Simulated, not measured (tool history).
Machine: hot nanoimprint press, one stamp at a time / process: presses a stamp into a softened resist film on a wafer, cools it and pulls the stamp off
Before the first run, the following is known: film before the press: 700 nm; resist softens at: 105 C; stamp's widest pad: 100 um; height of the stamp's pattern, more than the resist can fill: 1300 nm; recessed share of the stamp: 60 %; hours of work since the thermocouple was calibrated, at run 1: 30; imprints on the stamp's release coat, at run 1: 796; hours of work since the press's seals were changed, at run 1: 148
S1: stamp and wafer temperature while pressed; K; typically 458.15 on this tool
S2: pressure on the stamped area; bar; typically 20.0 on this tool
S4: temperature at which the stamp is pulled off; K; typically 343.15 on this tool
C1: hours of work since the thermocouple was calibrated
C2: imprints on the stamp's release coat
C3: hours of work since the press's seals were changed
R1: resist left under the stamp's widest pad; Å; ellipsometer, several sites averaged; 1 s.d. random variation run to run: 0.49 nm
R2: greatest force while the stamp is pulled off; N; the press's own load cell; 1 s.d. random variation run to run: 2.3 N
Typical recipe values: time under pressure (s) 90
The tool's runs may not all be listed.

{"run": 1, "hour": 0.0, "S1": 458.15, "S2": 20.0, "time under pressure (s)": 90, "S4": 343.15, "C1": 30, "C2": 796, "C3": 148, "R1": 3284, "R2": 170}
{"hour": 16.4, "done": "stamp cleaned and given a new release coat"}
{"run": 2, "hour": 18.6, "S1": 458.15, "S2": 20.0, "time under pressure (s)": 90, "S4": 343.15, "C1": 35, "C2": 3, "C3": 153, "R1": 3280, "R2": 143}
{"run": 3, "hour": 28.1, "S1": 458.15, "S2": 20.0, "time under pressure (s)": 90, "S4": 343.15, "C1": 39, "C2": 16, "C3": 157, "R1": 3274, "R2": 148}
{"run": 4, "hour": 36.9, "S1": 458.15, "S2": 20.0, "time under pressure (s)": 90, "S4": 333.15, "C1": 42, "C2": 27, "C3": 160, "R1": 3288, "R2": 172}
{"run": 5, "hour": 44.5, "S1": 458.15, "S2": 20.0, "time under pressure (s)": 90, "S4": 330.15, "C1": 46, "C2": 37, "C3": 163, "R1": 3272, "R2": 182}
{"run": 6, "hour": 55.9, "S1": 458.15, "S2": 20.0, "time under pressure (s)": 90, "S4": 330.15, "C1": 50, "C2": 52, "C3": 168, "R1": 3284, "R2": 178}
{"run": 7, "hour": 64.2, "S1": 458.15, "S2": 20.0, "time under pressure (s)": 90, "S4": 330.15, "C1": 54, "C2": 63, "C3": 172, "R1": 3283, "R2": 176}
{"run": 8, "hour": 75.7, "S1": 458.15, "S2": 20.0, "time under pressure (s)": 113, "S4": 330.15, "C1": 58, "C2": 78, "C3": 176, "R1": 3015, "R2": 179}
{"run": 9, "hour": 86.0, "S1": 458.15, "S2": 20.0, "time under pressure (s)": 113, "S4": 330.15, "C1": 63, "C2": 92, "C3": 181, "R1": 3021, "R2": 180}
{"run": 10, "hour": 95.8, "S1": 458.15, "S2": 20.0, "time under pressure (s)": 113, "S4": 330.15, "C1": 67, "C2": 105, "C3": 185, "R1": 3017, "R2": 178}
{"run": 11, "hour": 105.4, "S1": 458.15, "S2": 20.0, "time under pressure (s)": 113, "S4": 330.15, "C1": 71, "C2": 118, "C3": 189, "R1": 3013, "R2": 180}
{"hour": 109.6, "done": "plate thermocouple calibrated"}
{"run": 12, "hour": 121.3, "S1": 458.15, "S2": 20.0, "time under pressure (s)": 113, "S4": 330.15, "C1": 5, "C2": 134, "C3": 194, "R1": 3019, "R2": 182}
{"run": 13, "hour": 134.4, "S1": 458.15, "S2": 20.0, "time under pressure (s)": 128, "S4": 330.15, "C1": 10, "C2": 152, "C3": 199, "R1": 2875, "R2": 180}
{"run": 14, "hour": 140.4, "S1": 468.15, "S2": 20.0, "time under pressure (s)": 128, "S4": 330.15, "C1": 13, "C2": 160, "C3": 202, "R1": 2136, "R2": 184}
{"run": 15, "hour": 150.1, "S1": 468.15, "S2": 20.0, "time under pressure (s)": 128, "S4": 330.15, "C1": 17, "C2": 173, "C3": 206, "R1": 2135, "R2": 183}
{"run": 16, "hour": 164.1, "S1": 466.15, "S2": 22.3, "time under pressure (s)": 143, "S4": 336.15, "C1": 22, "C2": 191, "C3": 212, "R1": 2047, "R2": 170}
{"hour": 168.3, "done": "plate thermocouple calibrated, once more"}
{"run": 17, "hour": 178.6, "S1": 458.15, "S2": 31.2, "time under pressure (s)": 90, "S4": 344.15, "C1": 4, "C2": 206, "C3": 216, "R1": 2633, "R2": 149}
{"run": 18, "hour": 186.1, "S1": 458.15, "S2": 31.2, "time under pressure (s)": 90, "S4": 344.15, "C1": 7, "C2": 216, "C3": 219, "R1": 2628, "R2": 152}
{"run": 19, "hour": 197.8, "S1": 458.15, "S2": 31.2, "time under pressure (s)": 90, "S4": 344.15, "C1": 12, "C2": 231, "C3": 224, "R1": 2627, "R2": 153}
{"run": 20, "hour": 209.4, "S1": 458.15, "S2": 12.4, "time under pressure (s)": 52, "S4": 334.15, "C1": 17, "C2": 247, "C3": 229, "R1": 4730, "R2": 178}
{"run": 21, "hour": 220.5, "S1": 454.15, "S2": 12.1, "time under pressure (s)": 52, "S4": 343.15, "C1": 22, "C2": 261, "C3": 234, "R1": 5151, "R2": 160}
{"run": 22, "hour": 226.6, "S1": 454.15, "S2": 12.1, "time under pressure (s)": 52, "S4": 343.15, "C1": 24, "C2": 269, "C3": 236, "R1": 5150, "R2": 160}
{"run": 23, "hour": 237.9, "S1": 458.15, "S2": 20.0, "time under pressure (s)": 60, "S4": 343.15, "C1": 29, "C2": 284, "C3": 241, "R1": 3750, "R2": 155}
{"run": 24, "hour": 251.2, "S1": 449.15, "S2": 20.0, "time under pressure (s)": 90, "S4": 334.15, "C1": 34, "C2": 302, "C3": 246, "R1": 4240, "R2": 179}
{"run": 25, "hour": 263.2, "S1": 449.15, "S2": 20.0, "time under pressure (s)": 90, "S4": 334.15, "C1": 39, "C2": 318, "C3": 251, "R1": 4227, "R2": 183}
{"run": 26, "hour": 269.8, "S1": 466.15, "S2": 20.0, "time under pressure (s)": 90, "S4": 329.15, "C1": 42, "C2": 326, "C3": 254, "R1": 2587, "R2": 192}
{"run": 27, "hour": 283.3, "S1": 466.15, "S2": 17.4, "time under pressure (s)": 90, "S4": 329.15, "C1": 47, "C2": 344, "C3": 260, "R1": 2773, "R2": 191}
{"run": 28, "hour": 293.8, "S1": 463.15, "S2": 17.4, "time under pressure (s)": 61, "S4": 329.15, "C1": 52, "C2": 358, "C3": 264, "R1": 3476, "R2": 191}
{"run": 29, "hour": 305.0, "S1": 463.15, "S2": 17.4, "time under pressure (s)": 61, "S4": 329.15, "C1": 56, "C2": 373, "C3": 268, "R1": 3476, "R2": 192}

Each row is a separate what-if for the run after 29, all from the same tool condition, not one after another. Results?
{"run": "A", "hour": 312.3, "S1": 463.15, "S2": 17.4, "time under pressure (s)": 78, "S4": 329.15, "C1": 59, "C2": 382, "C3": 272, "R1": "?", "R2": "?"}
{"run": "B", "hour": 312.3, "S1": 464.15, "S2": 20.0, "time under pressure (s)": 90, "S4": 336.15, "C1": 59, "C2": 382, "C3": 272, "R1": "?", "R2": "?"}
{"run": "C", "hour": 312.3, "S1": 459.15, "S2": 20.0, "time under pressure (s)": 90, "S4": 343.15, "C1": 59, "C2": 382, "C3": 272, "R1": "?", "R2": "?"}

run=A R1=3179 R2=191
run=B R1=2746 R2=178
run=C R1=3161 R2=160
Take away the tool's hidden state, keep each run's random variation, and the runs would have read:
run=A R1=3185 R2=175
run=B R1=2749 R2=163
run=C R1=3166 R2=147
